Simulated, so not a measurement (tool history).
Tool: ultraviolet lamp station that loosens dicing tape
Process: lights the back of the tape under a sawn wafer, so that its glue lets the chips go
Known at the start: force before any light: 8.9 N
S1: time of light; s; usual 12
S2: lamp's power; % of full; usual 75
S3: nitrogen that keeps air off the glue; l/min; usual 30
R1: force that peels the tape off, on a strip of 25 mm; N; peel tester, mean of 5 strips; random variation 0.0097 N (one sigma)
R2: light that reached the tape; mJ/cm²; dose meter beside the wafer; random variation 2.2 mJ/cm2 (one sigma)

| run | hour | S1 | S2 | S3 | R1 | R2 |
|---|---|---|---|---|---|---|
| 1 | 0 | 12 | 75 | 30 | 0.518 | 184 |
| 2 | 36.9 | 12 | 75 | 30 | 0.539 | 173 |
| 3 | 64.1 | 12 | 75 | 30 | 0.548 | 179 |
| 4 | 111.2 | 12 | 75 | 30 | 0.575 | 173 |
| 5 | 141.4 | 8 | 75 | 30 | 1.293 | 118 |
| 6 | 193.2 | 12 | 75 | 30 | 0.61 | 174 |
| 7 | 225.9 | 12 | 77 | 30 | 0.609 | 175 |
| 8 | 252.8 | 12 | 89 | 30 | 0.43 | 195 |
| 9 | 288.1 | 12 | 75 | 30 | 0.646 | 163 |
| 10 | 336.2 | 12 | 75 | 53 | 0.493 | 160 |
| 11 | 382.9 | 12 | 75 | 53 | 0.502 | 161 |
|  | 413.4 | window cleaned of glue's vapour |
| 12 | 428.1 | 12 | 71 | 53 | 0.644 | 140 |
| 13 | 464.7 | 12 | 71 | 53 | 0.68 | 135 |
| 14 | 491.5 | 12 | 71 | 53 | 0.681 | 139 |
| 15 | 542.4 | 12 | 71 | 53 | 0.766 | 135 |
| 16 | 580.4 | 12 | 71 | 53 | 0.75 | 132 |
|  | 618.8 | window cleaned of glue's vapour, once more |
| 17 | 633.1 | 12 | 71 | 53 | 0.473 | 166 |
| 18 | 683.1 | 12 | 75 | 30 | 0.594 | 176 |
| 19 | 705.7 | 12 | 75 | 30 | 0.592 | 171 |
| 20 | 748.8 | 12 | 75 | 30 | 0.616 | 171 |
| 21 | 802.1 | 12 | 75 | 30 | 0.624 | 164 |
| 22 | 830.7 | 12 | 75 | 28 | 0.66 | 166 |
| 23 | 882.7 | 14 | 98 | 14 | 0.47 | 250 |
| 24 | 916.8 | 11 | 88 | 30 | 0.585 | 166 |
| 25 | 945.3 | 7 | 75 | 34 | 1.742 | 93 |
| 26 | 980.8 | 7 | 75 | 34 | 1.772 | 88 |
| 27 | 1022 | 19 | 84 | 12 | 0.441 | 274 |
| 28 | 1074.3 | 12 | 66 | 46 | 0.808 | 130 |
| 29 | 1105.6 | 21 | 88 | 60 | 0.207 | 301 |
| 30 | 1148.2 | 6 | 86 | 28 | 2.178 | 84 |
| 31 | 1198 | 6 | 74 | 34 | 2.493 | 71 |
| 32 | 1238.1 | 6 | 66 | 22 | 3.283 | 62 |
| 33 | 1280.4 | 6 | 66 | 22 | 3.489 | 58 |
|  | 1311.2 | window cleaned of glue's vapour |
| 34 | 1330.8 | 6 | 66 | 22 | 3.048 | 69 |
| 35 | 1374.6 | 9 | 66 | 17 | 2.123 | 102 |
|  | 1393.1 | lamp changed |
| 36 | 1413.2 | 16 | 78 | 15 | 0.385 | 272 |

Forecast each of these 4 alternatives for the next run:
| A | 1461 | 12 | 93 | 13 | ? | ? |
| B | 1461 | 7 | 65 | 10 | ? | ? |
| C | 1461 | 16 | 70 | 15 | ? | ? |
| D | 1461 | 7 | 61 | 30 | ? | ? |

| run | R1 | R2 |
|---|---|---|
| A | 0.496 | 242 |
| B | 2.747 | 98 |
| C | 0.463 | 243 |
| D | 1.787 | 96 |
Without the tool's hidden state the same runs would have given:
| run | R1 | R2 |
|---|---|---|
| A | 0.448 | 255 |
| B | 2.59 | 103 |
| C | 0.419 | 256 |
| D | 1.655 | 100 |
